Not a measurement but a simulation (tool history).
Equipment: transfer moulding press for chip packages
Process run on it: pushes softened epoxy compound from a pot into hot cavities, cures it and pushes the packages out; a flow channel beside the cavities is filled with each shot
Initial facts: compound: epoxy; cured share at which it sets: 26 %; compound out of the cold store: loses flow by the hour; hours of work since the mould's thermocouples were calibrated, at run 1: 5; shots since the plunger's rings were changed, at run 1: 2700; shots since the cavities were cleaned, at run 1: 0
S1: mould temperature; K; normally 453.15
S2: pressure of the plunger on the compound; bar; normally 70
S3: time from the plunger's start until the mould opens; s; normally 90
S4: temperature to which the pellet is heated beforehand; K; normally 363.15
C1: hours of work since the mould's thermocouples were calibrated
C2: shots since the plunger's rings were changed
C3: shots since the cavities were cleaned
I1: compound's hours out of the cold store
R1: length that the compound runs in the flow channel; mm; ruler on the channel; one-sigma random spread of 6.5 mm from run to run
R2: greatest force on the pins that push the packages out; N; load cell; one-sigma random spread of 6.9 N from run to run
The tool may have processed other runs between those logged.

run 1 hour=0 | S1=453.15 S2=70 S3=90 S4=363.15 | C1=5 C2=2700 C3=0 | I1=45.2 | R1=663 R2=273
run 2 hour=18.2 | S1=453.15 S2=70 S3=90 S4=363.15 | C1=19 C2=2995 C3=295 | I1=10.7 | R1=893 R2=307
run 3 hour=35 | S1=453.15 S2=70 S3=90 S4=363.15 | C1=32 C2=3269 C3=569 | I1=11.4 | R1=879 R2=304
-- hour=45.3 cavities cleaned with cleaning compound and waxed
run 4 hour=51.7 | S1=453.15 S2=70 S3=90 S4=363.15 | C1=44 C2=3515 C3=104 | I1=20.4 | R1=828 R2=282
run 5 hour=61.8 | S1=453.15 S2=70 S3=90 S4=363.15 | C1=52 C2=3680 C3=269 | I1=9.1 | R1=893 R2=302
run 6 hour=73.2 | S1=453.15 S2=70 S3=90 S4=363.15 | C1=61 C2=3865 C3=454 | I1=38.6 | R1=706 R2=290
-- hour=89.7 cavities cleaned with cleaning compound and waxed
run 7 hour=97.5 | S1=453.15 S2=70 S3=90 S4=363.15 | C1=79 C2=4236 C3=129 | I1=27.8 | R1=765 R2=303
run 8 hour=115.6 | S1=453.15 S2=70 S3=90 S4=363.15 | C1=93 C2=4530 C3=423 | I1=30.5 | R1=752 R2=281
run 9 hour=127.5 | S1=453.15 S2=70 S3=90 S4=363.15 | C1=103 C2=4723 C3=616 | I1=47.7 | R1=654 R2=275
-- hour=134.8 cavities cleaned with cleaning compound and waxed
run 10 hour=145.6 | S1=453.15 S2=70 S3=120 S4=363.15 | C1=116 C2=4991 C3=174 | I1=41.6 | R1=689 R2=244
run 11 hour=159.2 | S1=456.15 S2=70 S3=90 S4=363.15 | C1=126 C2=5214 C3=397 | I1=25.4 | R1=783 R2=266
run 12 hour=169.5 | S1=460.15 S2=61.6 S3=90 S4=365.15 | C1=134 C2=5380 C3=563 | I1=44.2 | R1=620 R2=253
-- hour=180.1 cavities cleaned with cleaning compound and waxed
run 13 hour=181.6 | S1=460.15 S2=61.6 S3=90 S4=365.15 | C1=143 C2=5552 C3=24 | I1=23.7 | R1=733 R2=256
run 14 hour=197.2 | S1=453.15 S2=84.5 S3=82 S4=363.15 | C1=155 C2=5805 C3=277 | I1=35.4 | R1=808 R2=329
run 15 hour=216 | S1=453.15 S2=84.5 S3=82 S4=363.15 | C1=170 C2=6111 C3=583 | I1=15.4 | R1=930 R2=331
-- hour=225.6 plunger's sealing rings changed
-- hour=227.1 cavities cleaned with cleaning compound and waxed
run 16 hour=241.1 | S1=445.15 S2=84.5 S3=82 S4=363.15 | C1=186 C2=228 C3=228 | I1=10.7 | R1=998 R2=583
run 17 hour=255.8 | S1=456.15 S2=64.1 S3=83 S4=356.15 | C1=198 C2=467 C3=467 | I1=43.5 | R1=644 R2=279
run 18 hour=266 | S1=458.15 S2=70 S3=130 S4=364.15 | C1=206 C2=633 C3=633 | I1=34.9 | R1=719 R2=231
-- hour=271.6 cavities cleaned with cleaning compound and waxed
run 19 hour=286.4 | S1=458.15 S2=60.7 S3=130 S4=355.15 | C1=221 C2=939 C3=241 | I1=38.1 | R1=658 R2=242

Alternative continuations, all from the tool just after run 19; predict every row:
run A hour=302.4 | S1=458.15 S2=60.7 S3=82 S4=359.15 | C1=233 C2=1199 C3=501 | I1=30.2 | R1=? R2=?
run B hour=302.4 | S1=447.15 S2=70 S3=82 S4=371.15 | C1=233 C2=1199 C3=501 | I1=22.4 | R1=? R2=?
run C hour=302.4 | S1=456.15 S2=58.2 S3=73 S4=363.15 | C1=233 C2=1199 C3=501 | I1=9.8 | R1=? R2=?

run=A R1=697 R2=281
run=B R1=815 R2=460
run=C R1=811 R2=374
What these runs would have given with no unlogged condition in the tool:
run=A R1=698 R2=278
run=B R1=816 R2=456
run=C R1=811 R2=371

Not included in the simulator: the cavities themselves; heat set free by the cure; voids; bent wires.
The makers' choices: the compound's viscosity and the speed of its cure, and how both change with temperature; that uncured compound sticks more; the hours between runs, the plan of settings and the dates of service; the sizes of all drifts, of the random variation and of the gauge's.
